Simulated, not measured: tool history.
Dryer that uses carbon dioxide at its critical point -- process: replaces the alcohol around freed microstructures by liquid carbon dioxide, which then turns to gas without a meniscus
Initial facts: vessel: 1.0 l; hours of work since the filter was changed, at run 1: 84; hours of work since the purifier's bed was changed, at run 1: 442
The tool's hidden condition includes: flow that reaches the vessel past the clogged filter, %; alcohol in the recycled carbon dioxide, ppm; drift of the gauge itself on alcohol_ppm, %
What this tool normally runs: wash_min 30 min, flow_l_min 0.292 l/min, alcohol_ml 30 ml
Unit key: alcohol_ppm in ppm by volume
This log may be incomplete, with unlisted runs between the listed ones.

run,hour,wash_min,flow_l_min,alcohol_ml,hours of work since the filter was changed,hours of work since the purifier's bed was changed,alcohol_ppm
1,0,30,0.292,30,84,442,237
2,22.3,30,0.292,30,100,458,240
3,37.4,30,0.292,30,111,469,242
4,54.7,30,0.292,30,124,482,267
5,77.9,30,0.292,30,141,499,268
6,89.8,30,0.285,30,149,507,284
7,101.6,30,0.292,30,158,516,271
8,113.6,30,0.309,30,166,524,249
9,124.9,30,0.309,30,175,533,264
10,142.1,30,0.292,30,187,545,287
11,156.7,30,0.292,30,198,555,302
12,166.5,30,0.292,30,205,563,308
13,186.7,30,0.292,30,219,577,336
14,208.5,30,0.292,64,235,593,499
15,221.3,30,0.292,64,244,602,492
# hour 228.6: purifier's bed changed
16,244.9,20,0.292,30,259,12,918
17,260.1,30,0.292,115,270,23,649
18,272.2,27,0.489,30,279,31,33
19,295.4,32,0.489,30,295,48,26
20,314.2,32,0.489,30,309,62,25

The next listed run, before its measurement:
# hour 317.3: inlet filter changed
21,328.8,20,0.239,102,8,72,?

{"run 21": {"alcohol_ppm": 3477}}
The same run, on a tool lacking any hidden state, would have yielded alcohol_ppm 3360 ppm by volume.
